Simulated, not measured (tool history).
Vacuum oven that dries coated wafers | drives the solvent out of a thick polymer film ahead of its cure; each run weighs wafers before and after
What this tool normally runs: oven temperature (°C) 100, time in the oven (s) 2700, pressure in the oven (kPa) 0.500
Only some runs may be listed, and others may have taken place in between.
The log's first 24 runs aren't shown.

run 25 hour=1167.9 | oven_temperature_(°C)=113 time_in_the_oven_(s)=1800 pressure_in_the_oven_(kPa)=0.734 | solvent_left_in_the_film_(%)=1.46
-- hour=1173.5 vacuum gauge cleaned of residue and calibrated
run 26 hour=1213.9 | oven_temperature_(°C)=110 time_in_the_oven_(s)=1740 pressure_in_the_oven_(kPa)=1.144 | solvent_left_in_the_film_(%)=2.11
run 27 hour=1256.8 | oven_temperature_(°C)=110 time_in_the_oven_(s)=1740 pressure_in_the_oven_(kPa)=1.144 | solvent_left_in_the_film_(%)=2.13
run 28 hour=1286.4 | oven_temperature_(°C)=110 time_in_the_oven_(s)=1740 pressure_in_the_oven_(kPa)=1.144 | solvent_left_in_the_film_(%)=2.18
run 29 hour=1342.7 | oven_temperature_(°C)=110 time_in_the_oven_(s)=1740 pressure_in_the_oven_(kPa)=1.144 | solvent_left_in_the_film_(%)=2.14
run 30 hour=1383.8 | oven_temperature_(°C)=110 time_in_the_oven_(s)=1740 pressure_in_the_oven_(kPa)=1.144 | solvent_left_in_the_film_(%)=2.13
run 31 hour=1427.0 | oven_temperature_(°C)=100 time_in_the_oven_(s)=2040 pressure_in_the_oven_(kPa)=1.309 | solvent_left_in_the_film_(%)=3.51
run 32 hour=1457.0 | oven_temperature_(°C)=110 time_in_the_oven_(s)=3480 pressure_in_the_oven_(kPa)=0.273 | solvent_left_in_the_film_(%)=0.29

Run 33 comes next. What will it give?
-- hour=1471.7 oven's thermocouples calibrated
run 33 hour=1516.9 | oven_temperature_(°C)=88 time_in_the_oven_(s)=2700 pressure_in_the_oven_(kPa)=0.509 | solvent_left_in_the_film_(%)=?

{"run 33": {"solvent left in the film (%)": 4.86}}
Were there no unlogged condition in the tool, this run, its random variation unchanged, would have produced solvent left in the film (%) 4.86.

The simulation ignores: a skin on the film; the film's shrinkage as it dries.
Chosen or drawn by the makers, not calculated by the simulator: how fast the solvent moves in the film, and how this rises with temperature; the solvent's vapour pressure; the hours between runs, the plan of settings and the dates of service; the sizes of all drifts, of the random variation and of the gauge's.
